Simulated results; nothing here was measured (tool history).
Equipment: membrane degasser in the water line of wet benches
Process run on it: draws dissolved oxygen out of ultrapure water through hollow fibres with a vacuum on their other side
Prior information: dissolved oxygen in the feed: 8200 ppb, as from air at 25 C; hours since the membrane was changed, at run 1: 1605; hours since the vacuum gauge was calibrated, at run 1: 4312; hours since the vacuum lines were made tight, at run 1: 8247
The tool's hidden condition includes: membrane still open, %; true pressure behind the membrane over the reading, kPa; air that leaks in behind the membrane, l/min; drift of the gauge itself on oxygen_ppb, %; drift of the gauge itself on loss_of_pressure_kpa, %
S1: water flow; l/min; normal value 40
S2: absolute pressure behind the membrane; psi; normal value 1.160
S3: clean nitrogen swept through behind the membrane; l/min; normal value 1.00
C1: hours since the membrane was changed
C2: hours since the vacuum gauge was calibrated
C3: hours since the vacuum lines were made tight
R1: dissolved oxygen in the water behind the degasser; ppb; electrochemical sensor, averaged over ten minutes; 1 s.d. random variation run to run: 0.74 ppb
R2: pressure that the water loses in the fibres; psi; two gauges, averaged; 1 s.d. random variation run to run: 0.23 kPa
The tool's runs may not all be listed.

run	hour	S1	S2	S3	C1	C2	C3	R1	R2
1	0.0	40	1.160	1.00	1605	4312	8247	383.2	8.770
2	141.9	40	1.160	1.00	1747	4454	8389	382.5	8.746
3	250.6	40	1.160	1.89	1856	4563	8498	233.3	8.815
4	329.0	40	1.160	1.89	1934	4641	8576	233.1	8.828
5	401.8	40	1.160	1.89	2007	4714	8649	234.1	8.834
6	547.8	40	1.160	1.89	2153	4860	8795	233.3	8.808
7	631.2	40	1.160	1.89	2237	4943	8879	234.5	8.859
8	711.6	59	2.234	1.62	2317	5024	8959	866.5	13.046
9	818.3	58	1.028	2.34	2424	5130	9066	243.0	12.797
10	944.5	58	1.028	1.95	2550	5257	9192	275.9	12.762

Run 11 is up next; what results do you expect?
11	1077.2	27	1.070	2.99	2683	5389	9325	?	?

Run 11 measured R1 94.3 ppb, R2 5.965 psi.
With the hidden condition absent and the run-to-run variation left alone, this run would have shown R1 90.7 ppb, R2 5.841 psi.
